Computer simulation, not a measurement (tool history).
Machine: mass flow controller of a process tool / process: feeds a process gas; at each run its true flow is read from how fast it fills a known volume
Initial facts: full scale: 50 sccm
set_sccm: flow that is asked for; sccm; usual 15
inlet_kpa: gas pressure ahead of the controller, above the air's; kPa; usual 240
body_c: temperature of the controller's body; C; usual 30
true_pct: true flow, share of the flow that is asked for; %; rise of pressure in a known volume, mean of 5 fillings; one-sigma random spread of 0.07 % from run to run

| run | day | set_sccm | inlet_kpa | body_c | true_pct |
|---|---|---|---|---|---|
| 1 | 0.000 | 15 | 240 | 30 | 99.13 |
| 2 | 3.383 | 15 | 191 | 30 | 98.97 |
| 3 | 7.017 | 15 | 191 | 30 | 99.02 |
| 4 | 10.242 | 15 | 191 | 30 | 99.12 |
| 5 | 12.542 | 15 | 240 | 30 | 99.19 |
| 6 | 14.608 | 15 | 240 | 30 | 99.00 |
| 7 | 17.571 | 15 | 190 | 30 | 98.91 |
| 8 | 19.621 | 15 | 190 | 30 | 99.01 |
| 9 | 21.608 | 15 | 223 | 30 | 99.10 |
| 10 | 23.888 | 10 | 240 | 37 | 98.24 |
| 11 | 27.358 | 10 | 183 | 27 | 99.31 |
| 12 | 31.508 | 10 | 183 | 27 | 99.22 |

What if the next run were any one of these 4? Each begins from the tool's condition after run 12:
| A | 35.200 | 6 | 174 | 24 | ? |
| B | 35.200 | 15 | 174 | 29 | ? |
| C | 35.200 | 9 | 220 | 30 | ? |
| D | 35.200 | 12 | 240 | 30 | ? |

| run | true_pct |
|---|---|
| A | 99.45 |
| B | 99.11 |
| C | 99.00 |
| D | 98.94 |
The same runs, with their run-to-run variation unchanged, on a tool lacking any hidden condition would have given:
| run | true_pct |
|---|---|
| A | 99.44 |
| B | 99.11 |
| C | 99.00 |
| D | 98.93 |
